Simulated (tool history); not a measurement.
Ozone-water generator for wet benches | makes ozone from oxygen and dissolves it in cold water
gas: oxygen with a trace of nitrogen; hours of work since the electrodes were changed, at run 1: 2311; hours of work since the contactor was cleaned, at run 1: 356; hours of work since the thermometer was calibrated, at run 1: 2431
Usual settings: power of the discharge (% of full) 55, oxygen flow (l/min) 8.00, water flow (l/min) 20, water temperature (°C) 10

run    hour  power of the discharge (% of full)  oxygen flow (l/min)  water flow (l/min)  water temperature (°C)  hours of work since the electrodes were changed  hours of work since the contactor was cleaned  hours of work since the thermometer was calibrated  dissolved ozone (ppm)  ozone in the gas ahead of the water (g/m3)
  1     0.0                                  55                 8.00                  20                      10                                             2311                                            356                                                2431                   26.7                                       188.3
  2   120.3                                  55                 8.00                  20                      10                                             2390                                            434                                                2509                   26.5                                       187.6
  3   188.6                                  55                 8.00                  13                      10                                             2434                                            479                                                2554                   37.9                                       189.1
  4   315.6                                  55                 8.00                  13                      10                                             2517                                            562                                                2637                   37.9                                       188.6
  5   418.1                                  55                 8.00                  13                      10                                             2584                                            629                                                2704                   37.4                                       187.6
  6   493.8                                  55                 8.00                  13                      10                                             2634                                            678                                                2753                   38.2                                       188.2
  7   603.8                                  55                 8.00                  13                      10                                             2706                                            750                                                2825                   37.8                                       187.1
  8   697.7                                  55                 8.47                  20                      10                                             2767                                            812                                                2887                   26.8                                       181.2
  9   769.4                                  55                 8.47                  20                      10                                             2814                                            858                                                2933                   26.7                                       183.1
 10   883.7                                  55                 8.00                  20                      10                                             2888                                            933                                                3008                   26.6                                       189.1
 11   940.8                                  55                 8.00                  20                      10                                             2926                                            970                                                3045                   26.3                                       186.5
 12  1047.5                                  55                10.43                  20                      10                                             2995                                           1040                                                3115                   26.9                                       167.7
 13  1156.8                                  55                10.43                  20                      10                                             3067                                           1112                                                3187                   27.1                                       167.8
 14  1268.0                                  55                 8.00                  20                      10                                             3140                                           1184                                                3259                   26.3                                       185.8
 15  1362.8                                  55                 8.00                  20                      10                                             3201                                           1246                                                3321                   26.4                                       187.3
 16  1429.6                                  55                 8.00                  20                      10                                             3245                                           1290                                                3365                   26.5                                       186.8
 17  1500.0                                  86                 8.00                  20                       7                                             3291                                           1336                                                3411                   36.8                                       247.0
 18  1608.2                                  86                 8.00                  20                       7                                             3362                                           1406                                                3481                   37.1                                       249.3
 19  1708.0                                  86                 9.03                  13                       7                                             3427                                           1472                                                3547                   53.1                                       235.9
 20  1840.9                                  86                 9.03                  13                       7                                             3514                                           1559                                                3634                   52.8                                       235.5
 21  1941.0                                  86                12.68                  13                      12                                             3579                                           1624                                                3699                   47.1                                       204.5
 22  2028.5                                  96                12.68                  17                       8                                             3636                                           1681                                                3756                   45.9                                       220.9
 23  2121.1                                  96                12.68                  17                       8                                             3697                                           1742                                                3817                   45.5                                       221.5
 24  2206.5                                  95                 8.00                  20                      13                                             3753                                           1797                                                3872                   35.9                                       260.6
 25  2328.3                                  95                 4.09                  26                      13                                             3832                                           1877                                                3952                   23.8                                       341.5
 26  2385.7                                  55                 8.00                  20                      10                                             3870                                           1915                                                3990                   26.9                                       184.8
 27  2450.5                                  55                 8.00                  20                      10                                             3912                                           1957                                                4032                   26.4                                       183.8
 28  2511.3                                  73                 9.71                  24                       9                                             3952                                           1997                                                4072                   27.9                                       203.5
 29  2637.3                                  45                 9.71                  24                       8                                             4034                                           2079                                                4154                   20.8                                       150.8
 30  2720.2                                  55                 5.98                  20                      10                                             4088                                           2133                                                4208                   25.2                                       204.0
 31  2794.4                                  55                 5.98                  20                      10                                             4137                                           2182                                                4257                   25.4                                       207.5
     2889.2  -- gauge calibrated
 32  2918.7                                  55                 8.00                  19                       6                                             4218                                           2263                                                4338                   29.9                                       188.2

Forecast each of these 4 alternatives for the next run:
  A  3010.4                                  68                 8.00                  20                      17                                             4278                                           2323                                                4398                      ?                                           ?
  B  3010.4                                  55                11.07                  19                      15                                             4278                                           2323                                                4398                      ?                                           ?
  C  3010.4                                  55                 5.01                  19                       6                                             4278                                           2323                                                4398                      ?                                           ?
  D  3010.4                                  55                 8.00                  15                       6                                             4278                                           2323                                                4398                      ?                                           ?

run  dissolved ozone (ppm)  ozone in the gas ahead of the water (g/m3)
  A                   27.2                                       217.6
  B                   25.4                                       166.1
  C                   27.0                                       226.1
  D                   35.9                                       189.6
Without the tool's hidden state the same runs would have given:
run  dissolved ozone (ppm)  ozone in the gas ahead of the water (g/m3)
  A                   27.2                                       218.0
  B                   25.4                                       166.5
  C                   27.0                                       226.5
  D                   36.0                                       189.9
